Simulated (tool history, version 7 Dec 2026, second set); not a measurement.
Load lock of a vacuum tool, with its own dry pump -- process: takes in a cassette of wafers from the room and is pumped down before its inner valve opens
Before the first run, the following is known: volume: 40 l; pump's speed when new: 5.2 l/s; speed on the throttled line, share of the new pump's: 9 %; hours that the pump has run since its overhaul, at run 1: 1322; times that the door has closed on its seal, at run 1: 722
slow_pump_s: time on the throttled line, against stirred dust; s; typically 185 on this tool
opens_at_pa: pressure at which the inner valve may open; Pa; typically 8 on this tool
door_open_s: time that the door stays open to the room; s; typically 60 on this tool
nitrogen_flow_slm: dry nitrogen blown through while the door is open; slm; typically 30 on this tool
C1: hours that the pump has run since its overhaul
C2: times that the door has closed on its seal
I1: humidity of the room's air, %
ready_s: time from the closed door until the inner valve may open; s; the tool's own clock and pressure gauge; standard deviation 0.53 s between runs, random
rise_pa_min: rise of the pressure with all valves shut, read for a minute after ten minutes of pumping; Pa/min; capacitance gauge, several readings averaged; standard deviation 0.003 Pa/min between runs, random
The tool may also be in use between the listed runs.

Run 1, hour 0: usual settings; C1 1322; C2 722; I1 42.3. Result: ready_s 242.5 s, rise_pa_min 0.029 Pa/min.
Run 2, hour 87.5: usual settings; C1 1410; C2 907; I1 48.9. Result: ready_s 242.5 s, rise_pa_min 0.034 Pa/min.
Run 3, hour 215.5: usual settings; C1 1538; C2 1178; I1 46.2. Result: ready_s 243.5 s, rise_pa_min 0.036 Pa/min.
Run 4, hour 348.3: usual settings but door_open_s 62 s; C1 1671; C2 1459; I1 45.8. Result: ready_s 243.5 s, rise_pa_min 0.038 Pa/min.
Run 5, hour 453.6: usual settings but door_open_s 44 s; C1 1776; C2 1682; I1 42.9. Result: ready_s 243 s, rise_pa_min 0.032 Pa/min.
Run 6, hour 517.3: usual settings but door_open_s 44 s; C1 1840; C2 1816; I1 44.1. Result: ready_s 244.1 s, rise_pa_min 0.03 Pa/min.
Run 7, hour 581.1: usual settings but door_open_s 44 s; C1 1903; C2 1951; I1 45.4. Result: ready_s 242.9 s, rise_pa_min 0.031 Pa/min.
Run 8, hour 686.7: usual settings but door_open_s 44 s; C1 2009; C2 2175; I1 45.9. Result: ready_s 243.4 s, rise_pa_min 0.038 Pa/min.
Run 9, hour 772.1: usual settings but door_open_s 44 s; C1 2094; C2 2356; I1 45.1. Result: ready_s 243.4 s, rise_pa_min 0.032 Pa/min.
Run 10, hour 849.4: usual settings but door_open_s 44 s; C1 2172; C2 2519; I1 45.1. Result: ready_s 244.1 s, rise_pa_min 0.031 Pa/min.
Run 11, hour 935.4: usual settings but door_open_s 44 s; C1 2258; C2 2701; I1 42.4. Result: ready_s 244 s, rise_pa_min 0.032 Pa/min.
Run 12, hour 1067.7: usual settings but nitrogen_flow_slm 32 slm; C1 2390; C2 2981; I1 43.3. Result: ready_s 244.7 s, rise_pa_min 0.041 Pa/min.
Run 13, hour 1181.7: usual settings; C1 2504; C2 3223; I1 42.4. Result: ready_s 242.9 s, rise_pa_min 0.041 Pa/min.
Run 14, hour 1264.4: usual settings but opens_at_pa 10 Pa; C1 2587; C2 3398; I1 45.5. Result: ready_s 242.1 s, rise_pa_min 0.049 Pa/min.
Run 15, hour 1401.2: usual settings but opens_at_pa 10 Pa; C1 2724; C2 3687; I1 49. Result: ready_s 242.3 s, rise_pa_min 0.042 Pa/min.
Run 16, hour 1539: usual settings but opens_at_pa 10 Pa, door_open_s 33 s; C1 2861; C2 3979; I1 46.1. Result: ready_s 242.6 s, rise_pa_min 0.036 Pa/min.
Run 17, hour 1660.2: usual settings but opens_at_pa 10 Pa, door_open_s 33 s; C1 2983; C2 4235; I1 45. Result: ready_s 243.4 s, rise_pa_min 0.038 Pa/min.
Run 18, hour 1737.3: usual settings but opens_at_pa 6 Pa, door_open_s 33 s, nitrogen_flow_slm 17 slm; C1 3060; C2 4399; I1 41.5. Result: ready_s 247.8 s, rise_pa_min 0.035 Pa/min.
Run 19, hour 1869: usual settings but slow_pump_s 105 s, nitrogen_flow_slm 7 slm; C1 3191; C2 4677; I1 46.6. Result: ready_s 173.3 s, rise_pa_min 0.076 Pa/min.
Run 20, hour 1969.1: usual settings but opens_at_pa 14 Pa, door_open_s 28 s, nitrogen_flow_slm 15 slm; C1 3292; C2 4889; I1 42.7. Result: ready_s 239.3 s, rise_pa_min 0.043 Pa/min.
Run 21, hour 2096.8: usual settings but door_open_s 69 s, nitrogen_flow_slm 6 slm; C1 3419; C2 5159; I1 41.6. Result: ready_s 244.7 s, rise_pa_min 0.073 Pa/min.
Run 22, hour 2212.4: usual settings but door_open_s 78 s, nitrogen_flow_slm 7 slm; C1 3535; C2 5404; I1 45.4. Result: ready_s 244.6 s, rise_pa_min 0.081 Pa/min.
Run 23, hour 2335.8: usual settings but slow_pump_s 309 s, opens_at_pa 12 Pa, nitrogen_flow_slm 34 slm; C1 3658; C2 5665; I1 47.5. Result: ready_s 352.7 s, rise_pa_min 0.045 Pa/min.
Run 24, hour 2453.7: usual settings but slow_pump_s 309 s, opens_at_pa 6 Pa, nitrogen_flow_slm 8 slm; C1 3776; C2 5915; I1 44.7. Result: ready_s 359.9 s, rise_pa_min 0.067 Pa/min.
Run 25, hour 2592.3: usual settings but door_open_s 198 s, nitrogen_flow_slm 4 slm; C1 3915; C2 6208; I1 50.3. Result: ready_s 245.4 s, rise_pa_min 0.157 Pa/min.
Run 26, hour 2673.6: usual settings but slow_pump_s 177 s, door_open_s 67 s; C1 3996; C2 6380; I1 42.8. Result: ready_s 238.4 s, rise_pa_min 0.052 Pa/min.
Run 27, hour 2761.1: usual settings but slow_pump_s 147 s, door_open_s 119 s, nitrogen_flow_slm 4 slm; C1 4083; C2 6565; I1 43.7. Result: ready_s 211.9 s, rise_pa_min 0.108 Pa/min.
Run 28, hour 2856.8: usual settings but slow_pump_s 147 s, door_open_s 119 s, nitrogen_flow_slm 4 slm; C1 4179; C2 6768; I1 47.1. Result: ready_s 211.6 s, rise_pa_min 0.122 Pa/min.
Run 29, hour 2950.5: usual settings but slow_pump_s 136 s, opens_at_pa 9 Pa, door_open_s 239 s, nitrogen_flow_slm 4 slm; C1 4273; C2 6966; I1 44.3. Result: ready_s 200.3 s, rise_pa_min 0.163 Pa/min.
Run 30, hour 3035.3: usual settings but slow_pump_s 136 s, opens_at_pa 14 Pa, door_open_s 239 s, nitrogen_flow_slm 4 slm; C1 4358; C2 7146; I1 48.9. Result: ready_s 196.6 s, rise_pa_min 0.173 Pa/min.
Run 31, hour 3181: usual settings but slow_pump_s 136 s, opens_at_pa 14 Pa, door_open_s 78 s, nitrogen_flow_slm 4 slm; C1 4503; C2 7454; I1 45.2. Result: ready_s 196.8 s, rise_pa_min 0.098 Pa/min.

Below are 5 alternative next runs, each starting from the tool's condition after run 31. Predict each:
Run A, hour 3248.8: usual settings but slow_pump_s 327 s, opens_at_pa 13 Pa, door_open_s 202 s, nitrogen_flow_slm 4 slm; C1 4571; C2 7597; I1 44.3. Result: ready_s ?, rise_pa_min ?.
Run B, hour 3248.8: usual settings but slow_pump_s 136 s, opens_at_pa 14 Pa, door_open_s 52 s, nitrogen_flow_slm 4 slm; C1 4571; C2 7597; I1 45. Result: ready_s ?, rise_pa_min ?.
Run C, hour 3248.8: usual settings but slow_pump_s 235 s, opens_at_pa 10 Pa, door_open_s 223 s; C1 4571; C2 7597; I1 44.2. Result: ready_s ?, rise_pa_min ?.
Run D, hour 3248.8: usual settings but slow_pump_s 136 s, opens_at_pa 14 Pa, door_open_s 78 s, nitrogen_flow_slm 25 slm; C1 4571; C2 7597; I1 45.2. Result: ready_s ?, rise_pa_min ?.
Run E, hour 3248.8: usual settings but slow_pump_s 201 s, opens_at_pa 9 Pa, door_open_s 93 s, nitrogen_flow_slm 4 slm; C1 4571; C2 7597; I1 43.3. Result: ready_s ?, rise_pa_min ?.

run  ready_s  rise_pa_min
  A    370.1        0.147
  B    197.1        0.081
  C    288.7        0.089
  D    196.9        0.061
  E    259.3        0.099
With the hidden condition removed and each run's random variation left untouched, the same runs would have given:
run  ready_s  rise_pa_min
  A    367.2        0.127
  B    192.7        0.062
  C    284.9         0.07
  D    192.5        0.042
  E      255        0.079

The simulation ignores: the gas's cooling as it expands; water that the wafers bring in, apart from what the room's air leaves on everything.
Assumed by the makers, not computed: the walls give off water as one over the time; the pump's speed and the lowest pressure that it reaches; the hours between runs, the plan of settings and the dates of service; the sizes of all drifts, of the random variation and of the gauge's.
